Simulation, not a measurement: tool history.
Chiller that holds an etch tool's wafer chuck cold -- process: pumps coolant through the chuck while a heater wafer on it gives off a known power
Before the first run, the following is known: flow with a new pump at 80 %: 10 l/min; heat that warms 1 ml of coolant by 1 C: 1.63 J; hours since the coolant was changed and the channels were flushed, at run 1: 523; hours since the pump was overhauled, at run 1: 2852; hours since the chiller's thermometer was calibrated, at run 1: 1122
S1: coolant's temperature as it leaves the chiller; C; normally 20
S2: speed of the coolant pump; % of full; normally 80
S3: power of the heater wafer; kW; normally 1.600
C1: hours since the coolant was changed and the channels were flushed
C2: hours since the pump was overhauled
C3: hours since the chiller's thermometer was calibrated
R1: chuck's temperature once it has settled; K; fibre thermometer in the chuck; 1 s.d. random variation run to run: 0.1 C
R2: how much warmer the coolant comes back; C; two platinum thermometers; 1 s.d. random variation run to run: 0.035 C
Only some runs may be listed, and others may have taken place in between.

run,hour,S1,S2,S3,C1,C2,C3,R1,R2
1,0.0,20,80,1.600,523,2852,1122,308.95,5.85
2,54.7,20,80,0.849,578,2907,1177,301.75,3.14
3,93.2,20,80,0.849,616,2945,1215,301.35,3.14
4,141.4,20,80,1.600,664,2993,1263,308.75,5.87
5,186.7,19,80,1.600,710,3039,1309,307.95,5.89
6,250.1,30,80,1.600,773,3102,1372,318.75,5.90
7,290.2,20,80,1.600,813,3142,1412,308.65,5.93
8,343.8,20,80,1.861,867,3196,1466,311.55,6.81
9,409.0,20,80,1.600,932,3261,1531,308.95,5.95
10,471.7,20,80,1.693,995,3324,1594,309.55,6.24
11,519.6,20,80,1.080,1043,3372,1642,303.55,3.97
12,563.7,11,80,1.600,1087,3416,1686,299.65,5.87
13,630.8,20,80,1.087,1154,3483,1753,303.85,4.01
14,690.9,20,80,1.087,1214,3543,1813,303.75,3.99
15,725.7,20,80,1.087,1249,3578,1848,303.95,4.00
16,790.3,20,80,1.087,1313,3642,1912,303.95,4.05
17,847.9,20,80,1.087,1371,3700,1970,303.65,3.97
18,879.1,19,69,1.025,1402,3731,2001,303.15,4.37
19,925.0,19,69,1.025,1448,3777,2047,303.25,4.35
20,970.9,19,69,1.025,1494,3823,2093,303.25,4.30
21,1026.6,19,69,1.025,1550,3879,2149,303.05,4.33
22,1063.6,30,69,1.154,1587,3916,2186,315.35,4.91
23,1102.3,30,69,1.154,1625,3954,2224,315.45,4.89
24,1170.6,12,70,1.600,1694,4023,2293,302.15,6.65
25,1240.7,11,70,1.851,1764,4093,2363,303.85,7.68
26,1294.8,11,70,1.851,1818,4147,2417,303.75,7.73
27,1334.4,11,67,2.366,1857,4186,2456,309.95,10.32
28,1383.7,20,80,1.098,1907,4236,2506,303.75,4.07
29,1433.6,20,93,1.600,1957,4286,2556,307.65,5.09
30,1473.8,20,93,1.600,1997,4326,2596,307.45,5.08
31,1507.2,20,93,1.600,2030,4359,2629,307.55,5.06

Below are 4 alternative next runs, each starting from the tool's condition after run 31. Predict each:
A,1576.4,20,93,1.442,2099,4428,2698,?,?
B,1576.4,20,87,1.609,2099,4428,2698,?,?
C,1576.4,20,93,0.813,2099,4428,2698,?,?
D,1576.4,17,93,0.943,2099,4428,2698,?,?

run,R1,R2
A,306.25,4.61
B,308.05,5.48
C,300.35,2.58
D,298.55,2.97
Take away the tool's hidden state, keep each run's random variation, and the runs would have read:
run,R1,R2
A,306.15,4.61
B,308.05,5.47
C,300.35,2.58
D,298.55,2.97
